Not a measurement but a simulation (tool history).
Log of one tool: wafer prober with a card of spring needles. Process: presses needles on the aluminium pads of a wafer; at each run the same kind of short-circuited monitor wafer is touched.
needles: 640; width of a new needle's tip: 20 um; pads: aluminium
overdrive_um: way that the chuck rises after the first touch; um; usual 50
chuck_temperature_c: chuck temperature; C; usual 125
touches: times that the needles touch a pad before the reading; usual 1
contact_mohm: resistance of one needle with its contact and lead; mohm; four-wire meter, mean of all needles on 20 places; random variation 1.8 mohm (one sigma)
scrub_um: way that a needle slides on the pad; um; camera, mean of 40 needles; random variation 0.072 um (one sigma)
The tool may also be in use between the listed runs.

run,hour,overdrive_um,chuck_temperature_c,touches,contact_mohm,scrub_um
1,0,50,125,1,272,5.83
# hour 4.4: tips cleaned on abrasive film
# hour 13.1: tips cleaned on abrasive film
# hour 21.7: tips cleaned on abrasive film
# hour 32.6: tips cleaned on abrasive film
# hour 43.4: tips cleaned on abrasive film
# hour 52.1: tips cleaned on abrasive film
# hour 62.9: tips cleaned on abrasive film
# hour 71.6: tips cleaned on abrasive film
# hour 80.2: tips cleaned on abrasive film
2,85.5,50,125,1,267,5.67
# hour 89.9: tips cleaned on abrasive film
# hour 98.5: tips cleaned on abrasive film
# hour 109.4: tips cleaned on abrasive film
# hour 120.2: tips cleaned on abrasive film
# hour 128.9: tips cleaned on abrasive film
# hour 139.7: tips cleaned on abrasive film
# hour 148.4: tips cleaned on abrasive film
# hour 157: tips cleaned on abrasive film
3,161.5,50,125,1,259,5.71
# hour 165.8: tips cleaned on abrasive film
# hour 174.5: tips cleaned on abrasive film
# hour 183.2: tips cleaned on abrasive film
# hour 191.9: tips cleaned on abrasive film
# hour 200.5: tips cleaned on abrasive film
# hour 211.4: tips cleaned on abrasive film
4,216.9,56,125,1,246,6.3
# hour 221.3: tips cleaned on abrasive film
# hour 232.1: tips cleaned on abrasive film
# hour 240.8: tips cleaned on abrasive film
# hour 249.5: tips cleaned on abrasive film
# hour 258.2: tips cleaned on abrasive film
5,265.9,50,125,1,306,5.52
# hour 268.2: tips cleaned on abrasive film
# hour 279: tips cleaned on abrasive film
# hour 289.8: tips cleaned on abrasive film
# hour 300.6: tips cleaned on abrasive film
# hour 309.3: tips cleaned on abrasive film
# hour 318: tips cleaned on abrasive film
# hour 326.7: tips cleaned on abrasive film
# hour 337.5: tips cleaned on abrasive film
# hour 346.2: tips cleaned on abrasive film
6,346.5,50,125,1,215,5.42
# hour 355.2: tips cleaned on abrasive film
# hour 363.9: tips cleaned on abrasive film
# hour 372.5: tips cleaned on abrasive film
# hour 383.4: tips cleaned on abrasive film
# hour 392: tips cleaned on abrasive film
# hour 400.7: tips cleaned on abrasive film
7,402.4,50,125,1,234,5.29
# hour 411.1: tips cleaned on abrasive film
# hour 421.9: tips cleaned on abrasive film
# hour 432.7: tips cleaned on abrasive film
# hour 441.4: tips cleaned on abrasive film
# hour 452.2: tips cleaned on abrasive film
# hour 460.9: tips cleaned on abrasive film
8,461.6,50,125,1,215,5.28
# hour 470.2: tips cleaned on abrasive film
# hour 478.9: tips cleaned on abrasive film
# hour 487.6: tips cleaned on abrasive film
# hour 496.3: tips cleaned on abrasive film
# hour 507.1: tips cleaned on abrasive film
# hour 515.8: tips cleaned on abrasive film
9,520.6,50,125,1,286,5.27
# hour 524.9: tips cleaned on abrasive film
# hour 533.6: tips cleaned on abrasive film
# hour 544.4: tips cleaned on abrasive film
# hour 553.1: tips cleaned on abrasive film
10,559.1,50,125,1,315,5.05
# hour 563.5: tips cleaned on abrasive film
# hour 572.2: tips cleaned on abrasive film
# hour 583: tips cleaned on abrasive film
# hour 593.8: tips cleaned on abrasive film
# hour 602.5: tips cleaned on abrasive film
# hour 611.2: tips cleaned on abrasive film
# hour 622: tips cleaned on abrasive film
# hour 630.7: tips cleaned on abrasive film
11,631.1,50,31,1,197,5.17
# hour 639.8: tips cleaned on abrasive film
# hour 648.5: tips cleaned on abrasive film
# hour 657.1: tips cleaned on abrasive film
# hour 665.8: tips cleaned on abrasive film
# hour 676.6: tips cleaned on abrasive film
# hour 683.4: height of the first contact set anew
# hour 685.6: tips cleaned on abrasive film
12,689.8,45,31,2,231,5.55
# hour 696.4: tips cleaned on abrasive film
# hour 705.1: tips cleaned on abrasive film
# hour 713.7: tips cleaned on abrasive film
# hour 722.4: tips cleaned on abrasive film
# hour 731.1: tips cleaned on abrasive film
# hour 739.8: tips cleaned on abrasive film
# hour 748.4: tips cleaned on abrasive film
# hour 757.1: tips cleaned on abrasive film
13,762.7,32,30,2,323,3.9
# hour 767.1: tips cleaned on abrasive film
# hour 775.8: tips cleaned on abrasive film
# hour 786.6: tips cleaned on abrasive film
# hour 797.4: tips cleaned on abrasive film
# hour 806.1: tips cleaned on abrasive film
# hour 816.9: tips cleaned on abrasive film
# hour 827.7: tips cleaned on abrasive film
# hour 836.4: tips cleaned on abrasive film
14,838.8,41,53,1,248,4.92
# hour 845.4: tips cleaned on abrasive film
# hour 854: tips cleaned on abrasive film
# hour 862.7: tips cleaned on abrasive film
# hour 871.4: tips cleaned on abrasive film
# hour 882.2: tips cleaned on abrasive film
# hour 890.9: tips cleaned on abrasive film
# hour 899.6: tips cleaned on abrasive film
# hour 908.2: tips cleaned on abrasive film
15,914.4,41,53,2,267,4.87
# hour 918.8: tips cleaned on abrasive film
# hour 927.4: tips cleaned on abrasive film
# hour 936.1: tips cleaned on abrasive film
# hour 944.8: tips cleaned on abrasive film
# hour 953.5: tips cleaned on abrasive film
# hour 964.3: tips cleaned on abrasive film
16,970.3,36,81,1,398,4.3
# hour 974.7: tips cleaned on abrasive film
# hour 983.4: tips cleaned on abrasive film
# hour 992: tips cleaned on abrasive film
# hour 1000.7: tips cleaned on abrasive film
# hour 1009.4: tips cleaned on abrasive film
# hour 1018.1: tips cleaned on abrasive film
# hour 1026.7: tips cleaned on abrasive film
# hour 1037.6: tips cleaned on abrasive film
# hour 1046.2: tips cleaned on abrasive film
17,1046.8,68,98,1,188,8.05
# hour 1055.4: tips cleaned on abrasive film
# hour 1064.1: tips cleaned on abrasive film
# hour 1072.8: tips cleaned on abrasive film
# hour 1083.6: tips cleaned on abrasive film
# hour 1092.3: tips cleaned on abrasive film
# hour 1103.1: tips cleaned on abrasive film
# hour 1111.8: tips cleaned on abrasive film
# hour 1120.5: tips cleaned on abrasive film
18,1127.5,68,98,1,236,7.97
# hour 1129.8: tips cleaned on abrasive film
# hour 1138.5: tips cleaned on abrasive film
# hour 1147.1: tips cleaned on abrasive film
# hour 1155.8: tips cleaned on abrasive film
# hour 1164.5: tips cleaned on abrasive film
# hour 1173.2: tips cleaned on abrasive film
# hour 1181.8: tips cleaned on abrasive film
# hour 1190.5: tips cleaned on abrasive film
# hour 1201.3: tips cleaned on abrasive film
# hour 1210: tips cleaned on abrasive film
19,1218.4,68,98,1,259,7.91
# hour 1220.6: tips cleaned on abrasive film
# hour 1229.3: tips cleaned on abrasive film
# hour 1238: tips cleaned on abrasive film
# hour 1246.7: tips cleaned on abrasive film
# hour 1257.5: tips cleaned on abrasive film
20,1259.1,50,89,1,239,5.73
# hour 1267.8: tips cleaned on abrasive film
# hour 1278.6: tips cleaned on abrasive film
# hour 1289.4: tips cleaned on abrasive film
# hour 1300.2: tips cleaned on abrasive film
21,1301.6,36,125,1,288,3.71

5 ways to go on from here, each from the tool as it stands after run 21. What would each give?
# hour 1310.2: tips cleaned on abrasive film
# hour 1318.9: tips cleaned on abrasive film
# hour 1327.6: tips cleaned on abrasive film
# hour 1336.3: tips cleaned on abrasive film
# hour 1347.1: tips cleaned on abrasive film
A,1348.3,50,125,2,?,?
# hour 1310.2: tips cleaned on abrasive film
# hour 1318.9: tips cleaned on abrasive film
# hour 1327.6: tips cleaned on abrasive film
# hour 1336.3: tips cleaned on abrasive film
# hour 1347.1: tips cleaned on abrasive film
B,1348.3,31,82,1,?,?
# hour 1310.2: tips cleaned on abrasive film
# hour 1318.9: tips cleaned on abrasive film
# hour 1327.6: tips cleaned on abrasive film
# hour 1336.3: tips cleaned on abrasive film
# hour 1347.1: tips cleaned on abrasive film
C,1348.3,36,125,3,?,?
# hour 1310.2: tips cleaned on abrasive film
# hour 1318.9: tips cleaned on abrasive film
# hour 1327.6: tips cleaned on abrasive film
# hour 1336.3: tips cleaned on abrasive film
# hour 1347.1: tips cleaned on abrasive film
D,1348.3,50,125,3,?,?
# hour 1310.2: tips cleaned on abrasive film
# hour 1318.9: tips cleaned on abrasive film
# hour 1327.6: tips cleaned on abrasive film
# hour 1336.3: tips cleaned on abrasive film
# hour 1347.1: tips cleaned on abrasive film
E,1348.3,48,125,1,?,?

run,contact_mohm,scrub_um
A,224,5.43
B,352,3.04
C,254,3.7
D,212,5.55
E,246,5.23
Without the tool's hidden state the same runs would have given:
run,contact_mohm,scrub_um
A,186,6.17
B,199,3.78
C,200,4.45
D,183,6.3
E,189,5.97
